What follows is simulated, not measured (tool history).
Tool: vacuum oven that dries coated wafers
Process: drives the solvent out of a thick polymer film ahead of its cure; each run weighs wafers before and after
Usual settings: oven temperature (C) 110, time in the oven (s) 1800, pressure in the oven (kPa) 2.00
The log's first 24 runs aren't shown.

run   hour  oven temperature (C)  time in the oven (s)  pressure in the oven (kPa)  solvent left in the film (%)
 25  584.1                   109                  1800                        2.00                          4.24
 26  619.5                   109                  1800                        1.63                          4.18
 27  637.8                   121                  1800                        2.00                          1.09
 28  664.2                   110                  1800                        1.71                          3.70
 29  686.8                   110                  2880                        2.06                          1.91
 30  701.4                    98                  1320                        1.36                          9.95
 31  723.2                   105                  1800                        2.00                          5.84
 32  745.8                   115                  1080                        2.00                          4.65
 33  774.3                   102                  1560                        2.08                          7.70
 34  790.9                   117                  1080                        5.56                          4.62
 35  816.5                   117                  1080                        5.56                          4.59
 36  834.8                   118                  1440                        7.77                          3.63
 37  863.0                   118                  1440                        7.77                          3.58
     867.8  -- oven's thermocouples calibrated
 38  884.1                   100                  1080                        1.52                         10.59
 39  909.4                   118                  1800                        1.52                          1.62
 40  943.6                   105                  3120                        2.00                          3.27

Run 41 comes next. What will it give?
 41  958.2                    98                  1380                        4.09                             ?

{"run 41": {"solvent left in the film (%)": 10.98}}
Without the tool's hidden state the same run would have given solvent left in the film (%) 11.02.

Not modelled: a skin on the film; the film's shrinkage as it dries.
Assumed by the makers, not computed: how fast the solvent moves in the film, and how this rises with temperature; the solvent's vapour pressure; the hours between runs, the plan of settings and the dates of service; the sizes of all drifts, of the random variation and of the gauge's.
